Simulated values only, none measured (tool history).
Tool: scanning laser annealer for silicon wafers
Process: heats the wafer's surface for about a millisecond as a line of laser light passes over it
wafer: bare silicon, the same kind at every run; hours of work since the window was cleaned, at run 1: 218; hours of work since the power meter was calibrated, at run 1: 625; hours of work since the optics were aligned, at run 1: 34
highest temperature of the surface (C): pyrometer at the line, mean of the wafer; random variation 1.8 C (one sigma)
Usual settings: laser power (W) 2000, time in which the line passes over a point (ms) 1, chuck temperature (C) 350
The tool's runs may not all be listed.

run	hour	laser power (W)	time in which the line passes over a point (ms)	chuck temperature (C)	hours of work since the window was cleaned	hours of work since the power meter was calibrated	hours of work since the optics were aligned	highest temperature of the surface (C)
1	0	2000	1	350	218	625	34	1046
2	23.7	2000	1	350	228	636	44	1045
3	48	2000	1	350	239	646	55	1047
4	85.1	1819	1	350	255	662	71	955
5	138.4	1819	1	350	278	686	95	959
6	183.5	1969	1.14	350	298	706	114	1082
7	206.9	2000	0.82	340	309	716	125	949
8	243.5	2000	0.82	340	325	732	141	947
9	293.7	1953	1	350	347	754	163	1017
10	336.8	1953	1	350	366	773	182	1011

Hidden state or all else? Some run-to-run changes of highest temperature of the surface (C), split into what the settings, what came in and random variation would give without the hidden state, and what is left for the hidden state (with any gauge scatter that isn't in both results):
The hidden state here: light that passes the window, % of a clean one's; laser's true power over the reading, %; width of the line over the set one, %; drift of the gauge itself on peak_c, C.
Run 5 -> 6: laser power (W) 1819 -> 1969, time in which the line passes over a point (ms) 1 -> 1.14. highest temperature of the surface (C) +123: hidden state -6, all else +129.
Run 6 -> 7: laser power (W) 1969 -> 2000, time in which the line passes over a point (ms) 1.14 -> 0.82, chuck temperature (C) 350 -> 340. highest temperature of the surface (C) -133: hidden state +4, all else -137.

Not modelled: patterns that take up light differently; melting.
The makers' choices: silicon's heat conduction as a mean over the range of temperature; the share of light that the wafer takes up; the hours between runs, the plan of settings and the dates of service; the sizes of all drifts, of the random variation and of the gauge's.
